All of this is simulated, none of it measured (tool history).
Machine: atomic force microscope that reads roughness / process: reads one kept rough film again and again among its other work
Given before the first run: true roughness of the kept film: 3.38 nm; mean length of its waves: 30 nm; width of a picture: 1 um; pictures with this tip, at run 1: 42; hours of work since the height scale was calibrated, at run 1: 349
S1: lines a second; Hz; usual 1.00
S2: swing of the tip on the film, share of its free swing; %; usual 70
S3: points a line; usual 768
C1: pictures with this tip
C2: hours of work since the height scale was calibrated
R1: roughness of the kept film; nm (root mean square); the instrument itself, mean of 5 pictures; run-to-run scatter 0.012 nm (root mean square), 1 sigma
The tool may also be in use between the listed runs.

run     day    S1  S2   S3   C1   C2     R1
  1   0.000  1.00  70  768   42  349  2.655
  2   0.612  1.00  70  768   53  355  2.601
  3   1.133  1.00  70  768   63  361  2.544
  4   2.067  1.00  70  768   80  371  2.482
  5   2.846  1.00  76  768   95  380  2.356
  6   3.312  1.00  76  768  104  385  2.318
      3.408  -- height scale calibrated on a step standard
  7   4.096  1.00  76  768  117    7  2.248
  8   4.908  1.00  70  378  133   16  2.240
  9   5.625  0.79  70  768  146   24  2.210
 10   6.225  1.00  70  768  157   31  2.159
      6.638  -- new tip fitted
 11   6.858  1.00  70  768    4   37  2.869
 12   7.462  1.04  60  328   15   44  2.865
      7.938  -- height scale calibrated on a step standard, once more
 13   8.042  1.00  78  810   25    1  2.664
 14   8.467  1.00  78  279   33    6  2.581
 15   9.188  0.72  60  766   47   14  2.692
 16  10.050  0.72  60  766   63   23  2.625
 17  10.488  0.72  60  766   71   28  2.601
 18  10.900  0.72  60  766   79   32  2.543
 19  11.583  1.00  70  514   91   40  2.403
 20  12.129  2.66  70  872  102   46  2.198
 21  12.862  2.20  58  399  115   53  2.338

What does the tool deliver on the next run?
 22  13.275  2.20  58  452  123  58   ?

R1: 2.268 nm (root mean square)
Without the tool's hidden state the same run would have given R1 2.872 nm (root mean square).
